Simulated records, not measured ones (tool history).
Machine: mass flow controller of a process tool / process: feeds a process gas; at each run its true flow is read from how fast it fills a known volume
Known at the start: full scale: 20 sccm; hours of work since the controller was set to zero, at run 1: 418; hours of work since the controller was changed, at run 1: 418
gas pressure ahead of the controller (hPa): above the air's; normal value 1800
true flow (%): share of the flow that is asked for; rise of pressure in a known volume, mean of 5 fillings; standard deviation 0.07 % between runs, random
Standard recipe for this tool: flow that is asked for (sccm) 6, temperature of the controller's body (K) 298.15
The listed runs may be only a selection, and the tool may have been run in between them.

| run | hour | flow that is asked for (sccm) | gas pressure ahead of the controller (hPa) | temperature of the controller's body (K) | hours of work since the controller was set to zero | hours of work since the controller was changed | true flow (%) |
|---|---|---|---|---|---|---|---|
| 1 | 0.0 | 6 | 1800 | 298.15 | 418 | 418 | 97.98 |
| 2 | 97.4 | 6 | 1800 | 298.15 | 452 | 452 | 97.99 |
| 3 | 150.4 | 6 | 2340 | 298.15 | 470 | 470 | 97.72 |
| 4 | 214.2 | 6 | 1800 | 296.15 | 492 | 492 | 98.36 |
| 5 | 283.6 | 6 | 1800 | 298.15 | 516 | 516 | 97.96 |
| 6 | 363.9 | 6 | 1800 | 305.15 | 543 | 543 | 97.23 |
| 7 | 464.6 | 6 | 1800 | 305.15 | 578 | 578 | 97.12 |
| 8 | 522.1 | 6 | 1800 | 305.15 | 598 | 598 | 97.20 |
| 9 | 567.6 | 6 | 1800 | 305.15 | 613 | 613 | 97.34 |
| 10 | 631.2 | 6 | 1800 | 298.15 | 635 | 635 | 98.01 |
| 11 | 680.4 | 6 | 1800 | 298.15 | 652 | 652 | 98.00 |
| 12 | 756.8 | 6 | 1800 | 298.15 | 678 | 678 | 98.07 |
| 13 | 859.9 | 6 | 1800 | 298.15 | 714 | 714 | 97.97 |
| 14 | 906.8 | 6 | 1800 | 302.15 | 730 | 730 | 97.53 |
| 15 | 1004.5 | 6 | 1800 | 302.15 | 763 | 763 | 97.55 |
| 16 | 1052.8 | 6 | 1800 | 302.15 | 780 | 780 | 97.53 |
| 17 | 1104.9 | 6 | 1800 | 308.15 | 798 | 798 | 96.93 |
| 18 | 1178.5 | 3 | 1800 | 298.15 | 823 | 823 | 97.98 |
| 19 | 1231.7 | 10 | 2540 | 296.15 | 842 | 842 | 98.30 |
| 20 | 1296.9 | 6 | 2150 | 311.15 | 864 | 864 | 96.29 |
| 21 | 1382.9 | 6 | 2150 | 311.15 | 893 | 893 | 96.38 |
| 22 | 1430.4 | 6 | 2150 | 311.15 | 910 | 910 | 96.46 |
| 23 | 1510.0 | 6 | 2150 | 311.15 | 937 | 937 | 96.40 |
| 24 | 1564.6 | 6 | 2660 | 298.15 | 956 | 956 | 97.30 |
| 25 | 1623.1 | 6 | 2300 | 298.15 | 976 | 976 | 97.56 |
| 26 | 1720.4 | 3 | 1800 | 298.15 | 1010 | 1010 | 98.04 |
| 27 | 1799.3 | 2 | 1680 | 308.15 | 1037 | 1037 | 97.19 |
| 28 | 1873.2 | 2 | 1680 | 308.15 | 1062 | 1062 | 97.36 |
| 29 | 1961.8 | 14 | 2150 | 295.15 | 1093 | 1093 | 99.23 |
| 30 | 2035.7 | 8 | 1570 | 302.15 | 1118 | 1118 | 97.91 |
| 31 | 2095.0 | 15 | 1590 | 305.15 | 1138 | 1138 | 98.57 |
| 32 | 2154.6 | 3 | 1800 | 298.15 | 1159 | 1159 | 98.06 |
| 33 | 2209.8 | 3 | 1420 | 309.15 | 1178 | 1178 | 97.14 |
| 34 | 2280.6 | 5 | 1800 | 298.15 | 1202 | 1202 | 98.07 |
| 35 | 2323.8 | 2 | 1800 | 298.15 | 1217 | 1217 | 98.35 |

Consider 3 possible next runs. They are alternatives, not a sequence: every one starts from the tool as it was left by run 35. What does each give?
| A | 2420.1 | 4 | 1800 | 298.15 | 1250 | 1250 | ? |
| B | 2420.1 | 7 | 2150 | 309.15 | 1250 | 1250 | ? |
| C | 2420.1 | 10 | 1630 | 298.15 | 1250 | 1250 | ? |

| run | true flow (%) |
|---|---|
| A | 97.94 |
| B | 96.63 |
| C | 98.60 |
With the hidden condition removed and each run's random variation left untouched, the same runs would have given:
| run | true flow (%) |
|---|---|
| A | 97.42 |
| B | 96.47 |
| C | 98.58 |

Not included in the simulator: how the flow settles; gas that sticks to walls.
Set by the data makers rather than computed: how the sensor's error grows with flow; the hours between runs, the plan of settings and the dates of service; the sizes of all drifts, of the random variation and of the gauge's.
